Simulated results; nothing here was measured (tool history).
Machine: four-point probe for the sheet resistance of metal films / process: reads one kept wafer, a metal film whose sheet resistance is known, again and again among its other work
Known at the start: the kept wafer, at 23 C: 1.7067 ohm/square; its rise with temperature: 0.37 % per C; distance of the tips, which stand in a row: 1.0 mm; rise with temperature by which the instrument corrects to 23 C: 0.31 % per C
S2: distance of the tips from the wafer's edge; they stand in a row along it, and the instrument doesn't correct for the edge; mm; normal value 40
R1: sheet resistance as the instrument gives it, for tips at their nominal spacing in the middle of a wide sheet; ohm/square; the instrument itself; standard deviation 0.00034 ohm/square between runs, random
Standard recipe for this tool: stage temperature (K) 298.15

{"run": 1, "hour": 0.0, "stage temperature (K)": 298.15, "S2": 40, "R1": 1.709686}
{"run": 2, "hour": 20.5, "stage temperature (K)": 296.15, "S2": 40, "R1": 1.707377}
{"run": 3, "hour": 33.1, "stage temperature (K)": 298.15, "S2": 41, "R1": 1.709111}
{"run": 4, "hour": 58.3, "stage temperature (K)": 298.15, "S2": 41, "R1": 1.709086}
{"run": 5, "hour": 76.0, "stage temperature (K)": 298.15, "S2": 41, "R1": 1.709385}
{"run": 6, "hour": 93.6, "stage temperature (K)": 298.15, "S2": 41, "R1": 1.708893}
{"run": 7, "hour": 106.9, "stage temperature (K)": 298.15, "S2": 41, "R1": 1.709799}
{"run": 8, "hour": 127.6, "stage temperature (K)": 298.15, "S2": 41, "R1": 1.709631}
{"run": 9, "hour": 144.5, "stage temperature (K)": 298.15, "S2": 24, "R1": 1.709977}
{"run": 10, "hour": 169.0, "stage temperature (K)": 298.15, "S2": 47, "R1": 1.709452}
{"run": 11, "hour": 181.5, "stage temperature (K)": 298.15, "S2": 47, "R1": 1.709104}
{"run": 12, "hour": 198.1, "stage temperature (K)": 298.15, "S2": 40, "R1": 1.709683}
{"run": 13, "hour": 216.3, "stage temperature (K)": 298.15, "S2": 40, "R1": 1.709483}
{"run": 14, "hour": 229.0, "stage temperature (K)": 298.15, "S2": 40, "R1": 1.709852}
{"run": 15, "hour": 252.1, "stage temperature (K)": 298.15, "S2": 53, "R1": 1.709453}
{"run": 16, "hour": 269.0, "stage temperature (K)": 297.15, "S2": 40, "R1": 1.708303}
{"run": 17, "hour": 290.8, "stage temperature (K)": 298.15, "S2": 40, "R1": 1.709537}
{"run": 18, "hour": 304.9, "stage temperature (K)": 298.15, "S2": 40, "R1": 1.709945}
{"run": 19, "hour": 317.0, "stage temperature (K)": 298.15, "S2": 40, "R1": 1.710168}
{"run": 20, "hour": 338.3, "stage temperature (K)": 298.15, "S2": 40, "R1": 1.709436}
{"run": 21, "hour": 358.3, "stage temperature (K)": 292.15, "S2": 36, "R1": 1.703475}
{"run": 22, "hour": 369.9, "stage temperature (K)": 292.15, "S2": 40, "R1": 1.7034}
{"run": 23, "hour": 389.1, "stage temperature (K)": 299.15, "S2": 40, "R1": 1.710768}
{"run": 24, "hour": 414.4, "stage temperature (K)": 295.15, "S2": 13, "R1": 1.711957}
{"run": 25, "hour": 438.9, "stage temperature (K)": 299.15, "S2": 21, "R1": 1.711922}
{"run": 26, "hour": 458.9, "stage temperature (K)": 296.15, "S2": 31, "R1": 1.708641}
{"run": 27, "hour": 478.1, "stage temperature (K)": 302.15, "S2": 28, "R1": 1.71443}
{"run": 28, "hour": 497.6, "stage temperature (K)": 293.15, "S2": 44, "R1": 1.704179}
{"run": 29, "hour": 512.7, "stage temperature (K)": 293.15, "S2": 44, "R1": 1.704081}
{"run": 30, "hour": 537.5, "stage temperature (K)": 293.15, "S2": 44, "R1": 1.703708}
{"run": 31, "hour": 563.6, "stage temperature (K)": 295.15, "S2": 8, "R1": 1.720527}
{"run": 32, "hour": 582.2, "stage temperature (K)": 293.15, "S2": 18, "R1": 1.706128}
{"run": 33, "hour": 602.4, "stage temperature (K)": 302.15, "S2": 54, "R1": 1.713245}
{"run": 34, "hour": 624.6, "stage temperature (K)": 292.15, "S2": 66, "R1": 1.702822}
{"run": 35, "hour": 642.4, "stage temperature (K)": 300.15, "S2": 45, "R1": 1.711824}
{"run": 36, "hour": 653.4, "stage temperature (K)": 300.15, "S2": 45, "R1": 1.711002}
{"run": 37, "hour": 673.9, "stage temperature (K)": 294.15, "S2": 17, "R1": 1.707762}
{"run": 38, "hour": 686.9, "stage temperature (K)": 294.15, "S2": 17, "R1": 1.708148}

Forecast each of these 3 alternatives for the next run:
{"run": "A", "hour": 701.9, "stage temperature (K)": 302.15, "S2": 45, "R1": "?"}
{"run": "B", "hour": 701.9, "stage temperature (K)": 294.15, "S2": 8, "R1": "?"}
{"run": "C", "hour": 701.9, "stage temperature (K)": 292.15, "S2": 17, "R1": "?"}

run=A R1=1.712755
run=B R1=1.719315
run=C R1=1.705946
What these runs would have given with no unlogged condition in the tool:
run=A R1=1.712568
run=B R1=1.719129
run=C R1=1.705761
